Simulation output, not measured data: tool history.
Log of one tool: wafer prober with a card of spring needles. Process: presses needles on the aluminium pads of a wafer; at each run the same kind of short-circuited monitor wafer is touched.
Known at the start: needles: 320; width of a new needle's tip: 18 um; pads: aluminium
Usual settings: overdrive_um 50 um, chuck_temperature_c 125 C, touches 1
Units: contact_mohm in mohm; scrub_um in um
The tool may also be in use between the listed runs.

run 1 hour=0 | overdrive_um=50 chuck_temperature_c=125 touches=1 | contact_mohm=233 scrub_um=8.691
-- hour=8.1 tips cleaned on abrasive film
-- hour=23.6 tips cleaned on abrasive film
-- hour=38.6 tips cleaned on abrasive film
run 2 hour=39.9 | overdrive_um=50 chuck_temperature_c=125 touches=1 | contact_mohm=232 scrub_um=8.691
-- hour=53.9 tips cleaned on abrasive film
run 3 hour=61.5 | overdrive_um=50 chuck_temperature_c=125 touches=1 | contact_mohm=228 scrub_um=8.683
-- hour=67.1 tips cleaned on abrasive film
-- hour=70.7 height of the first contact set anew
-- hour=80.4 tips cleaned on abrasive film
run 4 hour=87.5 | overdrive_um=50 chuck_temperature_c=125 touches=1 | contact_mohm=235 scrub_um=8.681
-- hour=93.5 tips cleaned on abrasive film
-- hour=108.2 tips cleaned on abrasive film
run 5 hour=116.9 | overdrive_um=50 chuck_temperature_c=125 touches=1 | contact_mohm=229 scrub_um=8.695
-- hour=123.4 tips cleaned on abrasive film
-- hour=136.6 tips cleaned on abrasive film
run 6 hour=141.4 | overdrive_um=50 chuck_temperature_c=125 touches=1 | contact_mohm=234 scrub_um=8.682
-- hour=151.1 tips cleaned on abrasive film
-- hour=166.7 tips cleaned on abrasive film
run 7 hour=177.9 | overdrive_um=50 chuck_temperature_c=125 touches=1 | contact_mohm=234 scrub_um=8.674
-- hour=181.2 tips cleaned on abrasive film
-- hour=196.1 tips cleaned on abrasive film
-- hour=205.2 height of the first contact set anew
run 8 hour=205.3 | overdrive_um=50 chuck_temperature_c=125 touches=1 | contact_mohm=226 scrub_um=8.669
-- hour=210.8 tips cleaned on abrasive film
-- hour=225.4 tips cleaned on abrasive film
run 9 hour=225.4 | overdrive_um=50 chuck_temperature_c=125 touches=1 | contact_mohm=229 scrub_um=8.675
-- hour=240.2 tips cleaned on abrasive film
-- hour=256.4 tips cleaned on abrasive film
run 10 hour=261.3 | overdrive_um=50 chuck_temperature_c=125 touches=1 | contact_mohm=232 scrub_um=8.671
-- hour=270.7 tips cleaned on abrasive film
-- hour=284.9 tips cleaned on abrasive film
-- hour=298.8 tips cleaned on abrasive film
run 11 hour=302.9 | overdrive_um=37 chuck_temperature_c=125 touches=1 | contact_mohm=237 scrub_um=6.423
-- hour=313.6 tips cleaned on abrasive film
-- hour=328.5 tips cleaned on abrasive film
-- hour=340.7 height of the first contact set anew
run 12 hour=340.8 | overdrive_um=44 chuck_temperature_c=87 touches=2 | contact_mohm=223 scrub_um=7.626
-- hour=342.8 tips cleaned on abrasive film
-- hour=357.8 tips cleaned on abrasive film
run 13 hour=367.4 | overdrive_um=58 chuck_temperature_c=87 touches=1 | contact_mohm=220 scrub_um=10.048
-- hour=374 tips cleaned on abrasive film
-- hour=388 tips cleaned on abrasive film
run 14 hour=395.1 | overdrive_um=43 chuck_temperature_c=125 touches=1 | contact_mohm=235 scrub_um=7.438
-- hour=401.4 tips cleaned on abrasive film
-- hour=414.5 tips cleaned on abrasive film
-- hour=427.9 tips cleaned on abrasive film
run 15 hour=427.9 | overdrive_um=50 chuck_temperature_c=125 touches=2 | contact_mohm=231 scrub_um=8.638
-- hour=443.5 tips cleaned on abrasive film
-- hour=456.9 tips cleaned on abrasive film
run 16 hour=456.9 | overdrive_um=40 chuck_temperature_c=42 touches=1 | contact_mohm=214 scrub_um=6.912
-- hour=470.6 tips cleaned on abrasive film
-- hour=475.3 height of the first contact set anew
-- hour=485.6 tips cleaned on abrasive film
run 17 hour=487.9 | overdrive_um=50 chuck_temperature_c=68 touches=1 | contact_mohm=215 scrub_um=8.656
-- hour=499.5 tips cleaned on abrasive film
-- hour=514.8 tips cleaned on abrasive film
run 18 hour=520 | overdrive_um=50 chuck_temperature_c=68 touches=1 | contact_mohm=217 scrub_um=8.635
-- hour=529.5 tips cleaned on abrasive film
-- hour=544.9 tips cleaned on abrasive film
run 19 hour=553.5 | overdrive_um=44 chuck_temperature_c=93 touches=1 | contact_mohm=224 scrub_um=7.606

4 ways to go on from here, each from the tool as it stands after run 19. What would each give?
-- hour=560 tips cleaned on abrasive film
-- hour=575.4 tips cleaned on abrasive film
run A hour=580.6 | overdrive_um=38 chuck_temperature_c=51 touches=1 | contact_mohm=? scrub_um=?
-- hour=560 tips cleaned on abrasive film
-- hour=575.4 tips cleaned on abrasive film
run B hour=580.6 | overdrive_um=33 chuck_temperature_c=26 touches=1 | contact_mohm=? scrub_um=?
-- hour=560 tips cleaned on abrasive film
-- hour=575.4 tips cleaned on abrasive film
run C hour=580.6 | overdrive_um=45 chuck_temperature_c=30 touches=2 | contact_mohm=? scrub_um=?
-- hour=560 tips cleaned on abrasive film
-- hour=575.4 tips cleaned on abrasive film
run D hour=580.6 | overdrive_um=53 chuck_temperature_c=125 touches=2 | contact_mohm=? scrub_um=?

run=A contact_mohm=219 scrub_um=6.574
run=B contact_mohm=217 scrub_um=5.708
run=C contact_mohm=211 scrub_um=7.788
run=D contact_mohm=232 scrub_um=9.163
Without the tool's hidden state the same runs would have given:
run=A contact_mohm=219 scrub_um=6.608
run=B contact_mohm=216 scrub_um=5.737
run=C contact_mohm=211 scrub_um=7.828
run=D contact_mohm=232 scrub_um=9.21

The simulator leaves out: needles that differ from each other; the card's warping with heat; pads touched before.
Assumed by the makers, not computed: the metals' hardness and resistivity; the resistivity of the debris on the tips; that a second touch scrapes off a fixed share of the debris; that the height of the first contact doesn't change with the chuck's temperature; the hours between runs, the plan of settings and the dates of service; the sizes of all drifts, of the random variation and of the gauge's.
